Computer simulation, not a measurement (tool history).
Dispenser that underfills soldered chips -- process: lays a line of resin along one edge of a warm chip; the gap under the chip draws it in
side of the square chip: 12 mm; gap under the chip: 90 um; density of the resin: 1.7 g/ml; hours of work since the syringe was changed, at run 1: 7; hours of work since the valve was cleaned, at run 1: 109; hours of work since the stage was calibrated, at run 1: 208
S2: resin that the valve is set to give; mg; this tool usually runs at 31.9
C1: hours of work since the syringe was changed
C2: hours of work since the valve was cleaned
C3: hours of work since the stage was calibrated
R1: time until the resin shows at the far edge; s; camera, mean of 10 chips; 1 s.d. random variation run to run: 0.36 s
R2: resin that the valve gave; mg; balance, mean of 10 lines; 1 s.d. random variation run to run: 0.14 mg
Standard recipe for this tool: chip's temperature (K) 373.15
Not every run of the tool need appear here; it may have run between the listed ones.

Run 1, hour 0.0: usual settings; C1 7; C2 109; C3 208. Result: R1 27.7 s, R2 30.53 mg.
At hour 4.2: dispensing valve cleaned and set on the balance.
At hour 5.3: new syringe of resin.
Run 2, hour 7.2: usual settings; C1 1; C2 2; C3 212. Result: R1 21.1 s, R2 32.01 mg.
Run 3, hour 13.8: usual settings; C1 7; C2 7; C3 218. Result: R1 26.9 s, R2 32.01 mg.
Run 4, hour 18.2: usual settings; C1 10; C2 11; C3 221. Result: R1 31.3 s, R2 31.86 mg.
At hour 19.1: new syringe of resin.
Run 5, hour 22.7: usual settings but S2 34.5 mg; C1 3; C2 14; C3 224. Result: R1 21.9 s, R2 34.50 mg.
Run 6, hour 27.6: usual settings but S2 34.5 mg; C1 7; C2 18; C3 228. Result: R1 26.5 s, R2 34.13 mg.
Run 7, hour 31.7: usual settings but chip's temperature (K) 375.15; C1 10; C2 21; C3 231. Result: R1 29.3 s, R2 31.86 mg.
At hour 32.6: new syringe of resin.
Run 8, hour 34.8: usual settings; C1 2; C2 23; C3 234. Result: R1 21.4 s, R2 31.78 mg.
Run 9, hour 38.3: usual settings; C1 5; C2 26; C3 236. Result: R1 24.1 s, R2 31.55 mg.
Run 10, hour 42.2: usual settings; C1 8; C2 29; C3 239. Result: R1 28.0 s, R2 31.54 mg.
At hour 46.1: new syringe of resin.
Run 11, hour 47.4: usual settings; C1 1; C2 33; C3 243. Result: R1 21.5 s, R2 31.39 mg.
Run 12, hour 53.1: usual settings; C1 6; C2 38; C3 248. Result: R1 26.5 s, R2 31.48 mg.
Run 13, hour 58.3: usual settings but chip's temperature (K) 369.15; C1 10; C2 42; C3 252. Result: R1 36.2 s, R2 31.88 mg.
At hour 59.8: new syringe of resin.
Run 14, hour 65.0: usual settings but chip's temperature (K) 369.15; C1 4; C2 47; C3 257. Result: R1 27.6 s, R2 31.29 mg.
Run 15, hour 70.9: usual settings but chip's temperature (K) 369.15, S2 29.9 mg; C1 9; C2 52; C3 262. Result: R1 34.6 s, R2 29.32 mg.
At hour 73.2: new syringe of resin.
Run 16, hour 76.6: usual settings but S2 27.9 mg; C1 3; C2 56; C3 266. Result: R1 23.3 s, R2 27.26 mg.
Run 17, hour 80.8: usual settings but S2 27.9 mg; C1 6; C2 59; C3 269. Result: R1 27.3 s, R2 27.23 mg.
Run 18, hour 86.1: usual settings but chip's temperature (K) 372.15; C1 10; C2 63; C3 274. Result: R1 33.1 s, R2 30.96 mg.
At hour 86.7: new syringe of resin.
Run 19, hour 89.4: usual settings but chip's temperature (K) 372.15; C1 2; C2 66; C3 276. Result: R1 22.0 s, R2 31.19 mg.
Run 20, hour 95.0: usual settings but chip's temperature (K) 366.15, S2 30.4 mg; C1 7; C2 70; C3 280. Result: R1 34.0 s, R2 29.74 mg.
Run 21, hour 99.8: usual settings but chip's temperature (K) 366.15, S2 30.4 mg; C1 10; C2 74; C3 284. Result: R1 40.1 s, R2 29.67 mg.
At hour 100.5: new syringe of resin.
Run 22, hour 105.3: usual settings but chip's temperature (K) 366.15, S2 30.4 mg; C1 4; C2 78; C3 288. Result: R1 30.4 s, R2 29.52 mg.
Run 23, hour 111.6: usual settings but chip's temperature (K) 366.15, S2 30.4 mg; C1 9; C2 83; C3 293. Result: R1 37.9 s, R2 29.22 mg.
At hour 113.9: new syringe of resin.
Run 24, hour 115.8: usual settings but chip's temperature (K) 366.15, S2 28.1 mg; C1 2; C2 86; C3 296. Result: R1 28.4 s, R2 27.24 mg.
Run 25, hour 121.5: usual settings but chip's temperature (K) 364.15, S2 39.8 mg; C1 6; C2 91; C3 301. Result: R1 35.0 s, R2 38.58 mg.
Run 26, hour 125.2: usual settings but chip's temperature (K) 364.15, S2 39.8 mg; C1 9; C2 94; C3 304. Result: R1 40.1 s, R2 38.50 mg.
At hour 127.5: new syringe of resin.
Run 27, hour 131.3: usual settings but chip's temperature (K) 379.15, S2 32.7 mg; C1 3; C2 98; C3 308. Result: R1 19.3 s, R2 31.68 mg.
Run 28, hour 134.4: usual settings but chip's temperature (K) 363.15, S2 37.8 mg; C1 5; C2 101; C3 311. Result: R1 35.3 s, R2 35.88 mg.
Run 29, hour 140.5: usual settings but chip's temperature (K) 366.15, S2 37.8 mg; C1 10; C2 106; C3 316. Result: R1 39.3 s, R2 36.38 mg.
At hour 141.3: new syringe of resin.
Run 30, hour 145.7: usual settings but chip's temperature (K) 369.15, S2 37.8 mg; C1 4; C2 110; C3 320. Result: R1 26.8 s, R2 36.19 mg.
At hour 149.2: dispensing valve cleaned and set on the balance.
Run 31, hour 151.3: usual settings but chip's temperature (K) 369.15, S2 37.8 mg; C1 7; C2 2; C3 323. Result: R1 31.9 s, R2 37.80 mg.
At hour 156.3: new syringe of resin.
Run 32, hour 158.0: usual settings but chip's temperature (K) 369.15, S2 37.8 mg; C1 1; C2 7; C3 328. Result: R1 24.3 s, R2 37.98 mg.
Run 33, hour 164.4: usual settings but chip's temperature (K) 369.15, S2 37.8 mg; C1 6; C2 12; C3 333. Result: R1 30.2 s, R2 37.60 mg.
Run 34, hour 167.4: usual settings but chip's temperature (K) 384.15, S2 33.9 mg; C1 9; C2 14; C3 336. Result: R1 22.0 s, R2 33.72 mg.
At hour 169.7: new syringe of resin.
Run 35, hour 171.5: usual settings but chip's temperature (K) 361.15, S2 33.3 mg; C1 1; C2 17; C3 339. Result: R1 31.5 s, R2 33.33 mg.

Below, some changes in R1 between adjacent runs. For each, the amount present without the hidden state too (settings, incoming material, random variation) and the amount remaining for the hidden state with gauge scatter not shared by both compared results:
Hidden state at play: resin's viscosity, % of fresh resin's; dose that the valve gives, % of what is set; true chip temperature over the reading, C; drift of the gauge itself on fill_s, %; drift of the gauge itself on given_mg, %.
Run 18 -> 19: new syringe of resin. R1 -11.1 s: hidden state -11.1, all else +0.0.
Run 26 -> 27: chip's temperature (K) 364.15 -> 379.15, S2 39.8 -> 32.7, new syringe of resin. R1 -20.8 s: hidden state -11.7, all else -9.1.
Run 27 -> 28: chip's temperature (K) 379.15 -> 363.15, S2 32.7 -> 37.8. R1 +16.0 s: hidden state +6.1, all else +9.9.
Run 29 -> 30: chip's temperature (K) 366.15 -> 369.15, new syringe of resin. R1 -12.5 s: hidden state -10.7, all else -1.8.
